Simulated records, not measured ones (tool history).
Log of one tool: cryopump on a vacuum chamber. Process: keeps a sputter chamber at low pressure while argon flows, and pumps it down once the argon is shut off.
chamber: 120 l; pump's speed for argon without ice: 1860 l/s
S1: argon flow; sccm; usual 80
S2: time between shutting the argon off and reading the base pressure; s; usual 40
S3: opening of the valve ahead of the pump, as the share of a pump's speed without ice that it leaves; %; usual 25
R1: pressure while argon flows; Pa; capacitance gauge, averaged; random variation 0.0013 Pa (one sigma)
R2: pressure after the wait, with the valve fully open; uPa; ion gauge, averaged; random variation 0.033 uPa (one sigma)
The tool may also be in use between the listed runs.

run,hour,S1,S2,S3,R1,R2
1,0,80,40,25,0.2981,1.9
2,48.5,58,40,25,0.2176,1.88
3,100.5,58,40,25,0.2169,1.89
4,129.4,80,40,25,0.3031,1.88
5,166.9,80,40,25,0.3028,1.9
6,199.5,80,40,25,0.3038,1.89
7,227.1,80,40,25,0.3085,1.95
8,279.6,80,40,41,0.1935,1.99
9,311.8,80,40,25,0.3073,1.91
10,341.5,80,40,25,0.3096,2.01
11,397.3,80,40,25,0.3095,1.99
12,441.4,80,40,25,0.3115,2.03
13,503.7,80,40,25,0.3145,1.97
14,542,80,40,25,0.3171,2.02
15,568.6,80,40,25,0.3172,2.01
# hour 622.3: pump warmed up, emptied and cooled again
16,628.1,80,37,25,0.2885,2.05
17,664.6,88,123,58,0.1391,0.86
18,727.4,88,123,58,0.1414,0.84
19,768.7,38,144,45,0.0783,0.77
20,798.1,44,42,31,0.1322,1.86
21,861.3,44,42,31,0.1328,1.85
22,909.8,52,40,37,0.1327,1.89
23,947.2,77,47,39,0.1883,1.72
24,1009.1,80,40,19,0.3928,1.97
25,1045.4,80,40,19,0.3947,1.94
26,1071.6,51,205,18,0.2674,0.72
27,1097.4,143,74,17,0.7865,1.25

Forecast each of these 5 alternatives for the next run:
A,1143.7,83,189,45,?,?
B,1143.7,133,40,26,?,?
C,1143.7,143,74,25,?,?
D,1143.7,70,228,35,?,?
E,1143.7,145,26,40,?,?

run,R1,R2
A,0.1837,0.74
B,0.4914,1.97
C,0.5457,1.27
D,0.1936,0.68
E,0.3588,2.82
Without the tool's hidden state the same runs would have given:
run,R1,R2
A,0.1684,0.48
B,0.4668,1.71
C,0.5194,1.01
D,0.1808,0.42
E,0.3319,2.56

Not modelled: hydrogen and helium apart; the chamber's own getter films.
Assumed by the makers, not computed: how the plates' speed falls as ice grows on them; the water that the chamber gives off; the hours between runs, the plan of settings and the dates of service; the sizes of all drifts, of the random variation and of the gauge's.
